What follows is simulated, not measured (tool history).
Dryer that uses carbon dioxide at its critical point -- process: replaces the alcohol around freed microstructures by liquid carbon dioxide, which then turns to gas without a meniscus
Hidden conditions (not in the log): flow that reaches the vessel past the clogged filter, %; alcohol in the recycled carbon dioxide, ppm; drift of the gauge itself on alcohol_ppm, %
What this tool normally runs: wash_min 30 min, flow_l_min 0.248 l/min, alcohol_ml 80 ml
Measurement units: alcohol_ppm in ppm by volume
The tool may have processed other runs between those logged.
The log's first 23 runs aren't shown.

run   hour  wash_min  flow_l_min  alcohol_ml  hours of work since the filter was changed  hours of work since the purifier's bed was changed  alcohol_ppm
 24  240.6        30       0.262          80                                         116                                                 255          191
 25  250.6        30       0.262          80                                         121                                                 259          199
 26  260.5        30       0.262          80                                         125                                                 264          200
 27  271.2        42       0.281         112                                         130                                                 268           65
 28  283.4        42       0.347          80                                         136                                                 274           75
 29  289.9        33       0.347          80                                         138                                                 277           67
 30  301.2        30       0.341          23                                         143                                                 282           74
 31  311.7        30       0.341          23                                         148                                                 286           68
 32  321.4        42       0.150          80                                         152                                                 291          538
 33  328.9        40       0.259          48                                         156                                                 294           90
 34  342.8        26       0.211          84                                         162                                                 300         1139
 35  350.5        20       0.220         107                                         165                                                 304         3390
 36  363.2        45       0.270          58                                         171                                                 309           74
 37  374.3        27       0.169          39                                         176                                                 314         1111
 38  388.3        35       0.310          39                                         182                                                 321           75
 39  400.1        35       0.310          32                                         188                                                 326           88
 40  410.6        42       0.405          45                                         192                                                 330           80
 41  424.6        30       0.161          80                                         198                                                 337         1869
 42  431.4        30       0.161          80                                         201                                                 340         1863
     437.3  -- inlet filter changed
 43  440.5        42       0.248          80                                           1                                                 343           88
 44  454.4        19       0.386          28                                           8                                                 350          129
 45  468.0        26       0.248          87                                          14                                                 356          428
 46  474.1        26       0.248          87                                          16                                                 358          428
 47  488.3        19       0.379          87                                          23                                                 365          284

Forecast each of these 4 alternatives for the next run:
  A  500.5        19       0.379          24                                          28                                                 370            ?
  B  500.5        26       0.401          32                                          28                                                 370            ?
  C  500.5        30       0.415          80                                          28                                                 370            ?
  D  500.5        22       0.379          87                                          28                                                 370            ?

run  alcohol_ppm
  A          127
  B           89
  C           85
  D          162
What these runs would have given with no unlogged condition in the tool:
run  alcohol_ppm
  A           43
  B           10
  C            6
  D           71
